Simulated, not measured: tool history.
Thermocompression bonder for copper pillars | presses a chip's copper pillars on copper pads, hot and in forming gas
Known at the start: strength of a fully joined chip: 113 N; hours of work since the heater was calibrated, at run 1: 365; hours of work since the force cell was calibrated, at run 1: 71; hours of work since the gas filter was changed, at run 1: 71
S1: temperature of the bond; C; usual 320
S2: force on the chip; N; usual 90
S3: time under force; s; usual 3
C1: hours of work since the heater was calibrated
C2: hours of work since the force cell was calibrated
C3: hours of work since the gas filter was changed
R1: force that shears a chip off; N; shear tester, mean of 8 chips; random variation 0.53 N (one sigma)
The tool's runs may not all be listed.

run	hour	S1	S2	S3	C1	C2	C3	R1
1	0	320	90	3	365	71	71	39.5
2	63.3	320	90	3	396	102	102	39
3	161.9	350	90	3	443	149	149	54.1
# hour 181.9: forming gas filter changed
4	257.5	320	90	3	489	195	36	39.8
5	299	320	92	3	508	215	56	39.7
# hour 306.3: heater calibrated with a thermocouple chip
6	380.5	320	90	3	36	253	94	41.7
7	446.3	311	114	8	67	284	126	63.9
# hour 509.5: forming gas filter changed
8	519.2	311	114	2	102	319	5	41.5
9	587.3	311	114	2	135	352	37	39.8
10	628.3	311	100	3	154	371	57	41.3
11	688.1	311	64	2	183	400	86	21.1
12	770.2	335	113	2	223	440	125	49.2

Measured less the same run without the tool's hidden state. The same run-to-run variation is in both; the gauge's scatter may not be:
The hidden state here: true temperature of the bond over the reading, C; force that reaches the chip, % of what is set; oxide that the forming gas leaves, % of the face; drift of the gauge itself on shear_n, %.
run	R1
1	-5.4
2	-6.3
3	-9.4
4	-6.3
5	-7
6	-3.4
7	-6.3
8	-2.4
9	-3.4
10	-4.1
11	-2.9
12	-6.8
